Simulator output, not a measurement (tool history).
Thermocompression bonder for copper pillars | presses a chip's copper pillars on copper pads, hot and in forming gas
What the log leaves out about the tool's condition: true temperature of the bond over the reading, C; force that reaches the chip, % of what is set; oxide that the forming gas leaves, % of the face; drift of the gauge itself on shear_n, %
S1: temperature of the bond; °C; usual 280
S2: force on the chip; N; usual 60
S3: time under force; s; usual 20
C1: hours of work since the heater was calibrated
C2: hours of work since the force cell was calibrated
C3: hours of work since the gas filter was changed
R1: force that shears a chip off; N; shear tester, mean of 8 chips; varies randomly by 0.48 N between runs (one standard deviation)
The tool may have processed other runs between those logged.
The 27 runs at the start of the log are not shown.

run,day,S1,S2,S3,C1,C2,C3,R1
28,52.929,269,67,47,50,1245,114,37
29,54.108,269,67,47,69,1263,133,36.7
# day 55.538: forming gas filter changed
30,56.238,291,89,20,102,1297,11,49.5
31,58.492,256,41,20,138,1332,47,13.5
32,60.383,303,52,20,168,1362,77,32.6
# day 62.15: heater calibrated with a thermocouple chip, once more
33,63.012,268,76,35,14,1403,117,44.7
34,64.7,280,43,12,40,1429,144,18.4
# day 65.333: forming gas filter changed
35,66.808,288,39,32,73,1462,23,30.1
36,69.133,306,55,38,110,1499,60,51.1
37,71.533,306,55,38,148,1537,98,48.7
38,73.333,306,55,38,177,1565,127,47.6

Predict each of these 5 candidate next runs independently; none follows another, all start after run 38:
# day 75.092: forming gas filter changed
A,75.525,300,39,17,211,1600,7,?
# day 75.092: forming gas filter changed
B,75.525,306,78,11,211,1600,7,?
# day 75.092: forming gas filter changed
C,75.525,254,81,56,211,1600,7,?
# day 75.092: forming gas filter changed
D,75.525,299,82,38,211,1600,7,?
# day 75.092: forming gas filter changed
E,75.525,279,51,11,211,1600,7,?

run,R1
A,28.1
B,49
C,49.5
D,64.5
E,24.1
Without the tool's hidden state the same runs would have given:
run,R1
A,27.1
B,47.7
C,48.2
D,63.4
E,23.2
